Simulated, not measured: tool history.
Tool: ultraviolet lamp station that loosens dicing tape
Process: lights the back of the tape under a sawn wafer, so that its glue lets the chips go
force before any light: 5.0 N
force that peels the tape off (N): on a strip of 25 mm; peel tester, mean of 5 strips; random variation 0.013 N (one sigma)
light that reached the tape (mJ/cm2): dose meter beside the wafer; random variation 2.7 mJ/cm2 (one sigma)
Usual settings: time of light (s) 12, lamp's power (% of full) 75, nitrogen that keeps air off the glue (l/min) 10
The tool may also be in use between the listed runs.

| run | day | time of light (s) | lamp's power (% of full) | nitrogen that keeps air off the glue (l/min) | force that peels the tape off (N) | light that reached the tape (mJ/cm2) |
|---|---|---|---|---|---|---|
| 1 | 0 | 12 | 75 | 10 | 0.707 | 339 |
| 2 | 1.496 | 12 | 75 | 10 | 0.696 | 335 |
| 3 | 2.388 | 12 | 75 | 10 | 0.734 | 328 |
| 4 | 3.629 | 12 | 97 | 10 | 0.523 | 414 |
| 5 | 4.679 | 11 | 75 | 10 | 0.85 | 296 |
| 6 | 5.312 | 13 | 75 | 10 | 0.676 | 342 |
| 7 | 6.108 | 12 | 75 | 10 | 0.787 | 318 |
| 8 | 7.258 | 12 | 75 | 10 | 0.796 | 312 |
| 9 | 8.729 | 12 | 75 | 10 | 0.815 | 308 |
| 10 | 10.221 | 12 | 75 | 10 | 0.816 | 301 |
| 11 | 11.279 | 7 | 69 | 14 | 1.554 | 158 |
| 12 | 12.679 | 8 | 75 | 10 | 1.423 | 196 |
| 13 | 13.467 | 15 | 62 | 17 | 0.607 | 304 |
| 14 | 14.175 | 17 | 71 | 6 | 0.75 | 388 |
| 15 | 14.983 | 17 | 70 | 4 | 0.981 | 383 |
| 16 | 15.771 | 12 | 64 | 10 | 1.131 | 241 |
| 17 | 16.625 | 20 | 69 | 10 | 0.46 | 431 |
| 18 | 18.146 | 20 | 69 | 10 | 0.482 | 425 |

4 ways to go on from here, each from the tool as it stands after run 18. What would each give?
| A | 19.512 | 18 | 69 | 3 | ? | ? |
| B | 19.512 | 14 | 71 | 6 | ? | ? |
| C | 19.512 | 20 | 97 | 10 | ? | ? |
| D | 19.512 | 20 | 69 | 11 | ? | ? |

| run | force that peels the tape off (N) | light that reached the tape (mJ/cm2) |
|---|---|---|
| A | 1.205 | 375 |
| B | 1.119 | 301 |
| C | 0.309 | 588 |
| D | 0.453 | 415 |
Without the tool's hidden state the same runs would have given:
| run | force that peels the tape off (N) | light that reached the tape (mJ/cm2) |
|---|---|---|
| A | 0.775 | 510 |
| B | 0.711 | 410 |
| C | 0.244 | 800 |
| D | 0.296 | 565 |
